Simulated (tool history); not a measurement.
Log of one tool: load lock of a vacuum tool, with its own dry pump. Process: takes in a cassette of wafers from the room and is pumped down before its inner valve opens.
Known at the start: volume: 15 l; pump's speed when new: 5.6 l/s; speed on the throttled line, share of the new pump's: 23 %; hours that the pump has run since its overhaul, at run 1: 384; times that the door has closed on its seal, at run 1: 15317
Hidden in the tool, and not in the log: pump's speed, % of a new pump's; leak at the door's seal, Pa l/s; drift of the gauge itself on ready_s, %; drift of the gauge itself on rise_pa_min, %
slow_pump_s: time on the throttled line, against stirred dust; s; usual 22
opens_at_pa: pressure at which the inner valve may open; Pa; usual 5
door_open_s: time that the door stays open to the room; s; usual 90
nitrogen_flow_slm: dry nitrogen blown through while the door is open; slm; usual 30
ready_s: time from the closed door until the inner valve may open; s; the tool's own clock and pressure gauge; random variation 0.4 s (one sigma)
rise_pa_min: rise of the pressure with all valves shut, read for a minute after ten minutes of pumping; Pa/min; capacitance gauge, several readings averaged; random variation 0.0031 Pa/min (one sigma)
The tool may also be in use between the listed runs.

run    hour  slow_pump_s  opens_at_pa  door_open_s  nitrogen_flow_slm  hours that the pump has run since its overhaul  times that the door has closed on its seal  incoming humidity of the room's air, %  ready_s  rise_pa_min
  1     0.0           22            5           90                 30                                             384                                       15317                                    41.5     44.4        0.162
  2   117.5           22            5           90                 30                                             502                                       15710                                    47.4     43.7        0.171
  3   213.7           22            5           90                 30                                             598                                       16030                                    45.0     44.5        0.173
  4   290.7           22            5           90                 30                                             675                                       16288                                    44.5     43.5        0.181
  5   399.5           22            5           59                 30                                             784                                       16651                                    44.4     43.9        0.179
  6   513.3           22            5           59                 30                                             897                                       17030                                    46.1     43.8        0.181
  7   588.1           22            5           59                 30                                             972                                       17280                                    49.9     44.0        0.184
  8   650.9           22            5           59                 30                                            1035                                       17490                                    42.9     44.8        0.178
  9   706.7           22            5           59                 30                                            1091                                       17676                                    44.3     44.2        0.188
 10   819.8           22            5           90                 30                                            1204                                       18053                                    47.6     43.7        0.202
 11   926.2           22            5           90                  6                                            1310                                       18408                                    46.1     43.5        0.243
 12   988.7           22            5           90                  6                                            1373                                       18617                                    45.3     44.8        0.252
 13  1098.0           22            5           90                  6                                            1482                                       18981                                    44.3     44.6        0.242
 14  1206.2           22            5           90                  4                                            1590                                       19342                                    44.8     43.5        0.258
 15  1288.7           22            5           90                 30                                            1673                                       19618                                    44.8     43.9        0.216
 16  1386.2           22           10           90                 30                                            1770                                       19943                                    43.5     42.1        0.220
 17  1448.8           22            5           90                 30                                            1833                                       20152                                    43.0     44.7        0.223
 18  1567.5           22            5           90                 30                                            1951                                       20548                                    45.6     44.4        0.230
 19  1682.0           22            5           90                 30                                            2066                                       20930                                    45.8     44.5        0.234
 20  1734.2           22            5           26                 20                                            2118                                       21104                                    44.1     45.0        0.220
 21  1790.3           15            9           58                  7                                            2174                                       21292                                    42.2     37.2        0.251
 22  1886.5           24            5           90                 21                                            2270                                       21613                                    40.8     46.4        0.244
 23  1992.3           24            5           90                 21                                            2376                                       21966                                    47.3     46.6        0.261
 24  2070.1           22            7           90                 26                                            2454                                       22225                                    44.5     43.6        0.253
 25  2133.5           22            4           98                  7                                            2517                                       22437                                    47.9     44.7        0.290
 26  2187.4           19            7           43                 33                                            2571                                       22617                                    43.5     40.6        0.237
 27  2247.0           33            8           29                 12                                            2631                                       22816                                    44.7     51.2        0.255
 28  2350.1           22            5           90                 12                                            2734                                       23160                                    46.9     43.9        0.294
 29  2411.5           22           10           90                 30                                            2796                                       23365                                    44.3     42.1        0.271
 30  2481.5           30            6           90                  6                                            2866                                       23598                                    45.4     50.1        0.304
 31  2598.9           30            6           90                  6                                            2983                                       23990                                    44.3     50.3        0.309
 32  2683.9           30            6           90                  6                                            3068                                       24274                                    46.8     50.1        0.320
 33  2738.3           30            6           90                 16                                            3122                                       24455                                    43.2     50.4        0.296
 34  2824.9           30            6           90                 16                                            3209                                       24744                                    40.2     50.2        0.290
 35  2941.2           22            5           91                 30                                            3325                                       25132                                    43.3     44.5        0.294
 36  2991.5           22            5          136                  4                                            3376                                       25300                                    46.6     44.9        0.358

Hidden state or all else? Some run-to-run changes of ready_s, split into what the settings, what came in and random variation would give without the hidden state, and what is left for the hidden state (with any gauge scatter that isn't in both results):
Run 2 -> 3: no setting changed, nothing entered. ready_s +0.8 s: hidden state +0.1, all else +0.7.
Run 6 -> 7: no setting changed, nothing entered. ready_s +0.2 s: hidden state +0.1, all else +0.1.
Run 16 -> 17: opens_at_pa 10 -> 5. ready_s +2.6 s: hidden state +0.2, all else +2.4.
Run 21 -> 22: slow_pump_s 15 -> 24, opens_at_pa 9 -> 5, door_open_s 58 -> 90, nitrogen_flow_slm 7 -> 21. ready_s +9.2 s: hidden state +0.0, all else +9.2.
Run 26 -> 27: slow_pump_s 19 -> 33, opens_at_pa 7 -> 8, door_open_s 43 -> 29, nitrogen_flow_slm 33 -> 12. ready_s +10.6 s: hidden state +0.0, all else +10.6.
Run 29 -> 30: slow_pump_s 22 -> 30, opens_at_pa 10 -> 6, nitrogen_flow_slm 30 -> 6. ready_s +8.0 s: hidden state +0.1, all else +7.9.

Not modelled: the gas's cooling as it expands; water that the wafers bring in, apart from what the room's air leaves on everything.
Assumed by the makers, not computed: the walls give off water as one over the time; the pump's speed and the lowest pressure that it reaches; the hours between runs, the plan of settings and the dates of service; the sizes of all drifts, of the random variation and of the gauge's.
